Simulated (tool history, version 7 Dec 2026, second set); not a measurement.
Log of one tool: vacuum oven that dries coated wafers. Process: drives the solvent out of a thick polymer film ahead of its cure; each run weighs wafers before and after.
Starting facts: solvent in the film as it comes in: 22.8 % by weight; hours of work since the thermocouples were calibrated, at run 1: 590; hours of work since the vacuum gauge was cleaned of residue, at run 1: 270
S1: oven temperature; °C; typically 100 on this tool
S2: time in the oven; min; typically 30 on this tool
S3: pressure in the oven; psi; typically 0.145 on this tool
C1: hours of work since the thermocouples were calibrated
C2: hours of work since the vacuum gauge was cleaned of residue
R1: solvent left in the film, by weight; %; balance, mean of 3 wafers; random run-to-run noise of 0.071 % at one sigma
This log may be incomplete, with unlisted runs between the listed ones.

run   hour   S1  S2     S3   C1   C2     R1
  1      0  100  30  0.145  590  270   5.68
  2   13.6  100  30  0.145  600  280   5.78
  3   25.1  100  30  0.145  609  289    5.6
  4   34.8   95  30  0.145  617  297   7.97
  5   47.2   95  30  0.145  627  307   7.95
  6     61   95  30  0.145  637  317   8.09
  7   69.6   95  30  0.145  644  324   8.07
  8   75.9   95  30  0.145  649  329      8
  9   85.8   95  30  0.145  657  337   8.14
 10   95.5   95  30  0.145  664  344   8.04
 11  104.3   95  22  0.145  671  351  10.06
     106.5  -- vacuum gauge cleaned of residue and calibrated
 12  116.1   95  22  0.145  679    7     10
 13    125   89  22  0.518  686   14  13.25
 14  137.9  100  40  0.518  696   24   4.95
       145  -- vacuum gauge cleaned of residue and calibrated, once more
 15    145  100  40  0.518  700    0   5.01
 16  158.2  112  16  0.187  711   10   4.82
 17  170.3  112  16  0.141  720   20   4.76
 18  183.9   86  15  0.141  730   30  14.88
 19  192.8   91  42  0.265  737   37   8.06
 20  206.6   97  35  0.177  748   48   6.06
 21  216.2   97  35  0.177  756   55   6.07

What differs in the tool's unlogged condition from the final listed run ahead of each entry between runs to the first listed run following it?
After run 11, before run 12: vacuum gauge cleaned of residue and calibrated (hour 106.5)
  true wafer temperature over the reading, C: -1.73 -> -1.74; true pressure over the reading, kPa: 0.172 -> 0.288
  measured result minus the result with no hidden state, R1: +0.8 -> +0.83 %
After run 14, before run 15: vacuum gauge cleaned of residue and calibrated, once more (hour 145)
  true wafer temperature over the reading, C: -1.76 -> -1.77; true pressure over the reading, kPa: 0.296 -> 0.015
  measured result minus the result with no hidden state, R1: +0.79 -> +0.69 %

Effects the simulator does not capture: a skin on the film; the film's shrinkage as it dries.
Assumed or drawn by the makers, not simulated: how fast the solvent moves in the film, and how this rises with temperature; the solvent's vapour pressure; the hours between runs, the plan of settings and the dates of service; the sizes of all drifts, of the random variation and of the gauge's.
